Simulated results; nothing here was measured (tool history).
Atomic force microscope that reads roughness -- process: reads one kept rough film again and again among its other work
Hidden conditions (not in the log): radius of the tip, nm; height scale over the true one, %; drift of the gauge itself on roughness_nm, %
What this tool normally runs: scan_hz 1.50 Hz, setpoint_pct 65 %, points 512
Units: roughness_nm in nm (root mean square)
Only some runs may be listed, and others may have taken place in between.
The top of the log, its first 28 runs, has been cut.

run   hour  scan_hz  setpoint_pct  points  pictures with this tip  hours of work since the height scale was calibrated  roughness_nm
 29  533.2     0.56            69     520                     131                                                  453         2.925
     537.7  -- new tip fitted
 30  556.1     0.56            69     520                      20                                                  468         3.582
 31  566.7     0.57            84     487                      32                                                  474         3.346
 32  579.7     1.50            67     325                      46                                                  483         3.196
 33  593.4     1.50            77     526                      62                                                  492         2.989
 34  605.7     0.58            77     565                      75                                                  500         3.115
 35  627.3     1.50            75     518                      99                                                  514         2.822
 36  650.1     0.50            66     332                     125                                                  529         2.921
     660.9  -- new tip fitted
 37  661.0     1.34            75     291                       0                                                  536         3.472
 38  678.0     1.34            75     291                      19                                                  547         3.348
 39  702.7     3.10            75    1017                      47                                                  563         2.828
 40  720.1     3.10            62    1017                      66                                                  574         3.051
 41  731.9     3.10            62    1017                      79                                                  582         2.955
 42  752.0     3.74            65     348                     102                                                  595         2.702
 43  766.5     2.64            62     437                     118                                                  605         2.773
     782.0  -- new tip fitted
 44  789.1     2.64            62     437                       8                                                  619         3.430
 45  806.5     1.50            90     512                      27                                                  631         2.919
 46  824.5     1.50            90     512                      47                                                  642         2.810
 47  844.0     1.50            79     479                      69                                                  655         2.896
 48  868.5     1.50            79     479                      96                                                  671         2.786
 49  881.0     2.59            65     743                     110                                                  679         2.777
 50  896.3     2.59            59     301                     127                                                  689         2.778
     904.5  -- new tip fitted
 51  919.1     3.31            88     528                      16                                                  704         2.501
 52  931.7     0.57            88     371                      30                                                  712         3.314
 53  946.5     0.57            88     371                      47                                                  722         3.198

Alternative continuations, all from the tool just after run 53; predict every row:
  A  963.6     0.51            69     337                      66                                                  733             ?
  B  963.6     3.99            56     322                      66                                                  733             ?
  C  963.6     1.54            83     371                      66                                                  733             ?

run  roughness_nm
  A         3.245
  B         3.066
  C         2.838
Stripped of hidden state, with their random variation kept, the same runs would have yielded:
run  roughness_nm
  A         3.753
  B         3.545
  C         3.283
